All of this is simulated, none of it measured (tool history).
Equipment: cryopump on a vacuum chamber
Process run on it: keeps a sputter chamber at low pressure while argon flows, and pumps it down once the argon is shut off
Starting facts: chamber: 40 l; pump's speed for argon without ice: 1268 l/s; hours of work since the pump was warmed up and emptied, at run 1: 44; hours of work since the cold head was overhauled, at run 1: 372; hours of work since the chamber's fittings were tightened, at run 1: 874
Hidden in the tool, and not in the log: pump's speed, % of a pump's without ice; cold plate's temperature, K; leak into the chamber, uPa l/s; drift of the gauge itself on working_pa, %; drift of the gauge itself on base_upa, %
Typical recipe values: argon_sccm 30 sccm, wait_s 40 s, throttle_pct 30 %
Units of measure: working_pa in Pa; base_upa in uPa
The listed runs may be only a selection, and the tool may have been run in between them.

run    hour  argon_sccm  wait_s  throttle_pct  hours of work since the pump was warmed up and emptied  hours of work since the cold head was overhauled  hours of work since the chamber's fittings were tightened  working_pa  base_upa
  1       0          30      40            30                                                      44                                               372                                                        874      0.1357       2.9
  2    33.7          30      40            30                                                      74                                               402                                                        904      0.1383      3.06
  3    58.7          30      40            30                                                      96                                               425                                                        926      0.1374      2.99
  4    85.2          30      40            30                                                     120                                               448                                                        950      0.1367       3.1
  5   122.3          30      40            30                                                     153                                               481                                                        983      0.1377      3.28
  6   144.6          30      40            30                                                     172                                               501                                                       1003      0.1388      3.25
  7   173.4          30      40            30                                                     198                                               526                                                       1028      0.1389       3.4
  8     213          30      40            30                                                     233                                               562                                                       1063      0.1404      3.61
  9   246.2          30     171            30                                                     262                                               591                                                       1093      0.1409      3.06
 10   292.3          30     171            30                                                     303                                               632                                                       1134      0.1421      3.25
      312.3  -- pump warmed up, emptied and cooled again
 11   343.9          30     171            30                                                      28                                               673                                                       1175       0.135      2.94
 12   366.3          30     171            30                                                      48                                               693                                                       1195      0.1345      2.93
 13     392          30      44            30                                                      71                                               716                                                       1218      0.1366      3.63
 14   438.3          30      40            21                                                     112                                               757                                                       1259       0.193      3.79
 15   471.6          30      40            30                                                     141                                               787                                                       1289      0.1381      3.99
 16   501.6          30      40            30                                                     168                                               813                                                       1315      0.1374      4.09
 17   541.5          30      40            30                                                     203                                               849                                                       1350       0.139      4.14
 18   570.7          30      40            30                                                     229                                               875                                                       1376      0.1401      4.42
 19   617.7          52      40            46                                                     271                                               916                                                       1418      0.1649      4.57
      636.2  -- leaking fittings of the chamber tightened, without venting
 20   653.1          50     124            23                                                     301                                               946                                                         15      0.3081      0.66
      676.9  -- pump warmed up, emptied and cooled again
 21   687.2          12      31            32                                                       9                                               972                                                         41      0.0504      1.41
 22   721.3          32      39            46                                                      39                                              1002                                                         71      0.0947      1.25
 23   759.1          32      39            46                                                      73                                              1036                                                        105       0.096      1.35
 24     780          32      39            46                                                      92                                              1054                                                        123      0.0968       1.4
 25   811.1          32      83            23                                                     119                                              1082                                                        151      0.1902      1.03
 26   837.1          47      40            30                                                     142                                              1105                                                        174      0.2164      1.53
 27   868.2          47      40            30                                                     170                                              1133                                                        202      0.2171      1.59
 28   896.6          47      40            30                                                     195                                              1158                                                        227      0.2202      1.66
 29   924.9          27      40            30                                                     220                                              1183                                                        252      0.1248      1.78
 30   967.1          27      40            30                                                     258                                              1220                                                        289      0.1271      1.81
 31  1012.7          47     188            17                                                     298                                              1261                                                        330      0.3837      1.33
       1039  -- pump warmed up, emptied and cooled again
 32  1059.3          26      22            21                                                      18                                              1298                                                        367      0.1672       2.5
 33  1100.5          47     166            34                                                      55                                              1334                                                        403      0.1868      1.33

The logged runs with the hidden state left out (each run's random variation unchanged):
run  working_pa  base_upa
  1       0.134      1.09
  2       0.136      1.09
  3      0.1345      1.03
  4      0.1331      1.06
  5      0.1333      1.08
  6      0.1338      1.02
  7      0.1332      1.04
  8      0.1336      1.06
  9      0.1332      0.42
 10       0.133      0.42
 11      0.1337      0.46
 12      0.1327      0.43
 13      0.1342      1.02
 14      0.1896      1.08
 15      0.1339      1.13
 16      0.1324      1.09
 17       0.133      1.06
 18      0.1331      1.09
 19      0.1503      1.08
 20      0.2923      0.54
 21        0.05      1.29
 22      0.0927      1.07
 23       0.093      1.09
 24      0.0933      1.08
 25      0.1858      0.65
 26      0.2089      1.08
 27      0.2085      1.07
 28      0.2105      1.08
 29      0.1186       1.1
 30      0.1198      1.05
 31      0.3688      0.43
 32      0.1659      1.72
 33      0.1832      0.45

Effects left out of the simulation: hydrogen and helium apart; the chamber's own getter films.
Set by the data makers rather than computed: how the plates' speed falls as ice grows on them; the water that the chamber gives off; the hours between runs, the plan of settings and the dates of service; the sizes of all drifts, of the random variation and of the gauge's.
